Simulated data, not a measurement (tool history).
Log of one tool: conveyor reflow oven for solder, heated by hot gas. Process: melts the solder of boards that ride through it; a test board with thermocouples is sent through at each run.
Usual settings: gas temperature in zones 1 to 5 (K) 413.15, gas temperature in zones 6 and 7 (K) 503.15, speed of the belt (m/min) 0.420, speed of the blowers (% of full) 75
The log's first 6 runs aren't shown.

| run | day | gas temperature in zones 1 to 5 (K) | gas temperature in zones 6 and 7 (K) | speed of the belt (m/min) | speed of the blowers (% of full) | highest temperature of the board (K) | time above the solder's melting point (s) |
|---|---|---|---|---|---|---|---|
| 7 | 2.754 | 413.15 | 499.15 | 0.420 | 75 | 484.65 | 60.3 |
| 8 | 3.254 | 413.15 | 499.15 | 0.420 | 75 | 485.15 | 59.8 |
| 9 | 3.821 | 413.15 | 513.15 | 0.420 | 75 | 497.85 | 70.4 |
| 10 | 4.104 | 413.15 | 493.15 | 0.420 | 75 | 480.25 | 54.4 |
| 11 | 4.654 | 413.15 | 493.15 | 0.420 | 75 | 479.75 | 54.1 |
| 12 | 5.167 | 413.15 | 503.15 | 0.420 | 75 | 488.65 | 63.5 |
|  | 5.771 | flux residue cleaned out of gas plates and filters |
| 13 | 5.946 | 413.15 | 503.15 | 0.420 | 75 | 488.55 | 63.9 |
| 14 | 6.246 | 413.15 | 503.15 | 0.446 | 75 | 486.45 | 57.4 |
| 15 | 6.517 | 413.15 | 503.15 | 0.459 | 75 | 486.05 | 55.1 |
| 16 | 7.071 | 422.15 | 503.15 | 0.420 | 75 | 489.25 | 69.0 |
| 17 | 7.379 | 423.15 | 493.15 | 0.420 | 63 | 479.25 | 58.7 |
| 18 | 7.821 | 413.15 | 509.15 | 0.420 | 66 | 491.25 | 65.8 |
| 19 | 8.371 | 413.15 | 517.15 | 0.420 | 61 | 497.35 | 70.0 |
| 20 | 8.933 | 414.15 | 503.15 | 0.420 | 75 | 488.85 | 63.8 |
| 21 | 9.371 | 413.15 | 503.15 | 0.420 | 88 | 490.65 | 65.6 |
| 22 | 9.671 | 413.15 | 503.15 | 0.420 | 88 | 490.65 | 65.8 |
| 23 | 10.162 | 413.15 | 503.15 | 0.420 | 88 | 490.15 | 66.2 |
| 24 | 10.604 | 413.15 | 503.15 | 0.360 | 62 | 489.85 | 76.7 |
| 25 | 10.933 | 413.15 | 499.15 | 0.380 | 70 | 486.65 | 69.4 |
| 26 | 11.496 | 413.15 | 503.15 | 0.420 | 78 | 488.55 | 64.1 |
| 27 | 11.950 | 413.15 | 503.15 | 0.454 | 78 | 486.45 | 56.3 |
| 28 | 12.521 | 413.15 | 503.15 | 0.420 | 65 | 486.25 | 60.8 |
| 29 | 12.988 | 413.15 | 503.15 | 0.420 | 65 | 485.65 | 61.0 |
| 30 | 13.350 | 413.15 | 503.15 | 0.420 | 65 | 486.15 | 61.0 |

5 ways to go on from here, each from the tool as it stands after run 30. What would each give?
| A | 13.783 | 407.15 | 504.15 | 0.420 | 75 | ? | ? |
| B | 13.783 | 424.15 | 503.15 | 0.420 | 65 | ? | ? |
| C | 13.783 | 406.15 | 497.15 | 0.461 | 75 | ? | ? |
| D | 13.783 | 423.15 | 494.15 | 0.343 | 75 | ? | ? |
| E | 13.783 | 400.15 | 503.15 | 0.375 | 75 | ? | ? |

| run | highest temperature of the board (K) | time above the solder's melting point (s) |
|---|---|---|
| A | 488.55 | 60.8 |
| B | 487.85 | 68.4 |
| C | 478.95 | 45.2 |
| D | 486.15 | 83.5 |
| E | 489.15 | 68.1 |
Without the tool's hidden state the same runs would have given:
| run | highest temperature of the board (K) | time above the solder's melting point (s) |
|---|---|---|
| A | 488.65 | 60.9 |
| B | 487.85 | 68.4 |
| C | 479.05 | 45.3 |
| D | 486.15 | 83.5 |
| E | 489.25 | 68.1 |
